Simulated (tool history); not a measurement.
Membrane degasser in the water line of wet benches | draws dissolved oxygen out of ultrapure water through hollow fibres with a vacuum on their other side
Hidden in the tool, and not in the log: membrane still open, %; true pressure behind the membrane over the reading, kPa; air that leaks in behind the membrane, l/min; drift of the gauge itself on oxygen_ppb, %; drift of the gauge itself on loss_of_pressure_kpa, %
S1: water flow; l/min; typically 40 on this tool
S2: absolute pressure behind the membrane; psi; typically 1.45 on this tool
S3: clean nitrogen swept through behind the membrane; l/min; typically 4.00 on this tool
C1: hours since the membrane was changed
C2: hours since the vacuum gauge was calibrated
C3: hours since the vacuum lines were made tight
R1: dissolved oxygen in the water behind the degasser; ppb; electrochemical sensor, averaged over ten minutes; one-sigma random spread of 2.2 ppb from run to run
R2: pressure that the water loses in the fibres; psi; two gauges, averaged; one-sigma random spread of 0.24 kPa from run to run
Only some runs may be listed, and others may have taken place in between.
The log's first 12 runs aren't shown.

run	hour	S1	S2	S3	C1	C2	C3	R1	R2
13	1700.3	40	1.45	11.28	8575	3635	2980	146.9	9.194
14	1833.7	40	1.45	11.28	8709	3769	3113	146.0	9.177
15	2033.2	40	1.45	4.00	8908	3968	3312	247.5	9.162
16	2195.5	40	1.45	4.00	9070	4131	3475	251.4	9.178
17	2333.5	41	1.22	4.93	9208	4268	3613	203.0	9.280
18	2529.8	25	1.09	2.18	9405	4465	3809	132.2	5.761
19	2660.7	40	1.45	3.99	9536	4596	3940	250.3	9.159
20	2778.2	40	1.45	3.99	9653	4713	4057	250.5	9.207
21	2969.4	40	1.45	3.99	9844	4904	4249	249.8	9.153
22	3184.3	40	1.45	3.99	10059	5119	4464	259.5	9.214
23	3408.9	40	2.39	4.00	10284	5344	4688	394.9	9.185
24	3591.7	40	2.39	4.00	10467	5527	4871	394.4	9.175
25	3771.3	40	1.45	4.00	10646	5706	5051	251.0	9.240
26	3875.5	34	1.38	4.00	10750	5810	5155	183.1	7.887
27	4063.6	38	1.33	3.76	10938	5999	5343	223.9	8.754
28	4257.3	54	1.73	1.89	11132	6192	5537	713.7	12.543
29	4478.0	29	3.36	5.01	11353	6413	5757	310.4	6.698
30	4596.5	32	1.39	2.10	11471	6531	5876	270.5	7.414
# hour 4721.2: vacuum gauge calibrated
31	4722.6	32	1.39	2.10	11597	1	6001	257.2	7.400
32	4898.4	35	1.39	2.10	11773	177	6177	294.2	8.128

Forecast each of these 4 alternatives for the next run:
A	5046.4	47	3.07	4.75	11921	325	6325	?	?
B	5046.4	35	1.39	10.18	11921	325	6325	?	?
C	5046.4	24	3.07	2.10	11921	325	6325	?	?
D	5046.4	30	1.39	2.10	11921	325	6325	?	?

run	R1	R2
A	539.2	10.917
B	113.3	8.099
C	474.3	5.553
D	239.0	6.988
With no hidden state in the tool, these same runs would have given:
run	R1	R2
A	513.3	10.414
B	100.4	7.723
C	468.2	5.295
D	230.4	6.666
